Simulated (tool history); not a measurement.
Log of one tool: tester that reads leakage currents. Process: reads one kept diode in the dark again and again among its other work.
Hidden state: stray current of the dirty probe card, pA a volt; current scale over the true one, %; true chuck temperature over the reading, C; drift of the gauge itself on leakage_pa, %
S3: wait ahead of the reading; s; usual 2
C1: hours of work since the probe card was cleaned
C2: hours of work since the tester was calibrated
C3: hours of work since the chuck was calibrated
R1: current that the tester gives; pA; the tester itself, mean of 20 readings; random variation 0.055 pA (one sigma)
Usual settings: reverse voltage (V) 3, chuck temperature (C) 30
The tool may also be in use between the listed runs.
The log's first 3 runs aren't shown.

{"run": 4, "day": 4.917, "reverse voltage (V)": 3, "chuck temperature (C)": 30, "S3": 2, "C1": 98, "C2": 856, "C3": 1609, "R1": 7.93}
{"run": 5, "day": 8.042, "reverse voltage (V)": 3, "chuck temperature (C)": 30, "S3": 2, "C1": 158, "C2": 916, "C3": 1669, "R1": 8.13}
{"run": 6, "day": 10.625, "reverse voltage (V)": 3, "chuck temperature (C)": 30, "S3": 2, "C1": 207, "C2": 965, "C3": 1718, "R1": 8.21}
{"run": 7, "day": 12.667, "reverse voltage (V)": 3, "chuck temperature (C)": 30, "S3": 2, "C1": 246, "C2": 1004, "C3": 1758, "R1": 8.34}
{"run": 8, "day": 15.379, "reverse voltage (V)": 2.22, "chuck temperature (C)": 30, "S3": 2, "C1": 298, "C2": 1056, "C3": 1809, "R1": 7.48}
{"run": 9, "day": 17.879, "reverse voltage (V)": 2.22, "chuck temperature (C)": 30, "S3": 2, "C1": 346, "C2": 1104, "C3": 1857, "R1": 7.61}
{"run": 10, "day": 20.638, "reverse voltage (V)": 3, "chuck temperature (C)": 58, "S3": 2, "C1": 399, "C2": 1156, "C3": 1910, "R1": 61.64}
{"run": 11, "day": 22.496, "reverse voltage (V)": 3, "chuck temperature (C)": 58, "S3": 1.11, "C1": 434, "C2": 1192, "C3": 1945, "R1": 62.38}
{"run": 12, "day": 25.546, "reverse voltage (V)": 3, "chuck temperature (C)": 58, "S3": 1.11, "C1": 493, "C2": 1250, "C3": 2004, "R1": 62.66}
{"run": 13, "day": 27.667, "reverse voltage (V)": 1.13, "chuck temperature (C)": 30, "S3": 2, "C1": 533, "C2": 1291, "C3": 2044, "R1": 5.99}
{"day": 28.917, "done": "chuck's temperature calibrated"}
{"run": 14, "day": 30.492, "reverse voltage (V)": 1.13, "chuck temperature (C)": 30, "S3": 2, "C1": 586, "C2": 1343, "C3": 30, "R1": 5.88}
{"run": 15, "day": 32.054, "reverse voltage (V)": 1.13, "chuck temperature (C)": 30, "S3": 2, "C1": 615, "C2": 1373, "C3": 60, "R1": 5.68}
{"run": 16, "day": 34.458, "reverse voltage (V)": 14.05, "chuck temperature (C)": 30, "S3": 2, "C1": 661, "C2": 1419, "C3": 106, "R1": 22.24}
{"run": 17, "day": 38.042, "reverse voltage (V)": 14.05, "chuck temperature (C)": 30, "S3": 2, "C1": 730, "C2": 1488, "C3": 174, "R1": 23.17}
{"run": 18, "day": 40.667, "reverse voltage (V)": 14.05, "chuck temperature (C)": 30, "S3": 2, "C1": 780, "C2": 1538, "C3": 225, "R1": 23.92}
{"run": 19, "day": 42.2, "reverse voltage (V)": 3, "chuck temperature (C)": 26, "S3": 2, "C1": 810, "C2": 1567, "C3": 254, "R1": 7.66}
{"run": 20, "day": 44.525, "reverse voltage (V)": 3, "chuck temperature (C)": 26, "S3": 2, "C1": 854, "C2": 1612, "C3": 299, "R1": 7.67}
{"run": 21, "day": 48.275, "reverse voltage (V)": 2.22, "chuck temperature (C)": 30, "S3": 9.88, "C1": 926, "C2": 1683, "C3": 370, "R1": 8.07}
{"run": 22, "day": 50.971, "reverse voltage (V)": 2.22, "chuck temperature (C)": 30, "S3": 9.88, "C1": 977, "C2": 1735, "C3": 422, "R1": 8.23}
{"run": 23, "day": 53.121, "reverse voltage (V)": 3, "chuck temperature (C)": 34, "S3": 2.21, "C1": 1018, "C2": 1776, "C3": 463, "R1": 12.77}
{"run": 24, "day": 56.771, "reverse voltage (V)": 3, "chuck temperature (C)": 55, "S3": 0.7, "C1": 1088, "C2": 1846, "C3": 533, "R1": 51.16}
{"run": 25, "day": 58.862, "reverse voltage (V)": 3.51, "chuck temperature (C)": 24, "S3": 2.24, "C1": 1128, "C2": 1886, "C3": 573, "R1": 8.4}

The next listed run, before its measurement:
{"run": 26, "day": 62.162, "reverse voltage (V)": 3.51, "chuck temperature (C)": 24, "S3": 2.24, "C1": 1191, "C2": 1949, "C3": 636, "R1": "?"}

Run 26 gave R1 8.55 pA.
Without the tool's hidden state the same run would have given R1 5.01 pA.

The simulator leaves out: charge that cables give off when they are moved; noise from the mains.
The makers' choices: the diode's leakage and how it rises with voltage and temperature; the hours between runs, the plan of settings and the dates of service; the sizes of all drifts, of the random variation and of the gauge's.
